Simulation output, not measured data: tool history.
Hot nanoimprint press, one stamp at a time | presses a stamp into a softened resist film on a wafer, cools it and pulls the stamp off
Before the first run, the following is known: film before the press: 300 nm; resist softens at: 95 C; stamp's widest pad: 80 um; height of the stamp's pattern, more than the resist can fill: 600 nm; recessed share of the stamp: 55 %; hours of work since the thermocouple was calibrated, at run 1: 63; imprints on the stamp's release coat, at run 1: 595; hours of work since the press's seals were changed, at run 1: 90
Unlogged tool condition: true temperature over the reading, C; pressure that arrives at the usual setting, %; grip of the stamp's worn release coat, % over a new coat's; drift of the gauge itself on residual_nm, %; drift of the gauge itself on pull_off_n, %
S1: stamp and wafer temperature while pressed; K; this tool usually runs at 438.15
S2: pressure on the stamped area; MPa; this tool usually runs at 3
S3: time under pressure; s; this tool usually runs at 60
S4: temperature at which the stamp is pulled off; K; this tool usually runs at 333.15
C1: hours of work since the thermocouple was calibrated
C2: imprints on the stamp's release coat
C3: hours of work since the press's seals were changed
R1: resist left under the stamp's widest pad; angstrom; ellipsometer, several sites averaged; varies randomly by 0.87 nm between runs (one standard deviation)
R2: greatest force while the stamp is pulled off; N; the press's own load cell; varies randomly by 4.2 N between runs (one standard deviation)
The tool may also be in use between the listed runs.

{"run": 1, "hour": 0.0, "S1": 438.15, "S2": 3, "S3": 60, "S4": 333.15, "C1": 63, "C2": 595, "C3": 90, "R1": 1168, "R2": 228}
{"run": 2, "hour": 18.5, "S1": 438.15, "S2": 3, "S3": 60, "S4": 333.15, "C1": 72, "C2": 645, "C3": 100, "R1": 1168, "R2": 234}
{"run": 3, "hour": 41.5, "S1": 438.15, "S2": 3, "S3": 60, "S4": 333.15, "C1": 83, "C2": 707, "C3": 111, "R1": 1155, "R2": 242}
{"run": 4, "hour": 54.3, "S1": 438.15, "S2": 3, "S3": 60, "S4": 333.15, "C1": 90, "C2": 741, "C3": 118, "R1": 1163, "R2": 241}
{"run": 5, "hour": 75.1, "S1": 438.15, "S2": 3, "S3": 60, "S4": 333.15, "C1": 100, "C2": 797, "C3": 128, "R1": 1163, "R2": 241}
{"run": 6, "hour": 96.4, "S1": 438.15, "S2": 3, "S3": 60, "S4": 333.15, "C1": 111, "C2": 855, "C3": 139, "R1": 1154, "R2": 237}
{"run": 7, "hour": 121.9, "S1": 438.15, "S2": 3, "S3": 60, "S4": 333.15, "C1": 124, "C2": 923, "C3": 151, "R1": 1130, "R2": 234}
{"run": 8, "hour": 145.2, "S1": 438.15, "S2": 3.81, "S3": 60, "S4": 333.15, "C1": 135, "C2": 986, "C3": 163, "R1": 1028, "R2": 251}
{"run": 9, "hour": 167.0, "S1": 438.15, "S2": 3.81, "S3": 60, "S4": 333.15, "C1": 146, "C2": 1045, "C3": 174, "R1": 1028, "R2": 244}
{"run": 10, "hour": 190.9, "S1": 438.15, "S2": 3.81, "S3": 60, "S4": 333.15, "C1": 158, "C2": 1110, "C3": 186, "R1": 1030, "R2": 239}
{"run": 11, "hour": 215.7, "S1": 430.15, "S2": 3, "S3": 60, "S4": 336.15, "C1": 171, "C2": 1176, "C3": 198, "R1": 1613, "R2": 233}
{"hour": 220.4, "done": "plate thermocouple calibrated"}
{"run": 12, "hour": 247.8, "S1": 430.15, "S2": 3, "S3": 60, "S4": 336.15, "C1": 14, "C2": 1255, "C3": 213, "R1": 1578, "R2": 225}
{"run": 13, "hour": 267.2, "S1": 442.15, "S2": 3.11, "S3": 58, "S4": 338.15, "C1": 23, "C2": 1307, "C3": 223, "R1": 952, "R2": 210}
{"run": 14, "hour": 295.8, "S1": 442.15, "S2": 3.11, "S3": 58, "S4": 338.15, "C1": 38, "C2": 1384, "C3": 237, "R1": 932, "R2": 208}
{"run": 15, "hour": 318.0, "S1": 442.15, "S2": 3.11, "S3": 58, "S4": 338.15, "C1": 49, "C2": 1444, "C3": 248, "R1": 943, "R2": 217}
{"run": 16, "hour": 331.2, "S1": 442.15, "S2": 3.11, "S3": 58, "S4": 338.15, "C1": 55, "C2": 1480, "C3": 255, "R1": 936, "R2": 220}
{"hour": 354.3, "done": "plate thermocouple calibrated, once more"}
{"run": 17, "hour": 357.9, "S1": 442.15, "S2": 3.11, "S3": 58, "S4": 338.15, "C1": 2, "C2": 1544, "C3": 267, "R1": 994, "R2": 219}

Branching from run 17: 3 alternative next runs. What would each branch give?
{"run": "A", "hour": 371.0, "S1": 444.15, "S2": 3, "S3": 30, "S4": 333.15, "C1": 8, "C2": 1579, "C3": 273, "R1": "?", "R2": "?"}
{"run": "B", "hour": 371.0, "S1": 442.15, "S2": 3.11, "S3": 91, "S4": 322.15, "C1": 8, "C2": 1579, "C3": 273, "R1": "?", "R2": "?"}
{"run": "C", "hour": 371.0, "S1": 439.15, "S2": 3.11, "S3": 58, "S4": 338.15, "C1": 8, "C2": 1579, "C3": 273, "R1": "?", "R2": "?"}

run=A R1=1199 R2=254
run=B R1=806 R2=326
run=C R1=1122 R2=225
Take away the tool's hidden state, keep each run's random variation, and the runs would have read:
run=A R1=1204 R2=217
run=B R1=810 R2=278
run=C R1=1127 R2=193
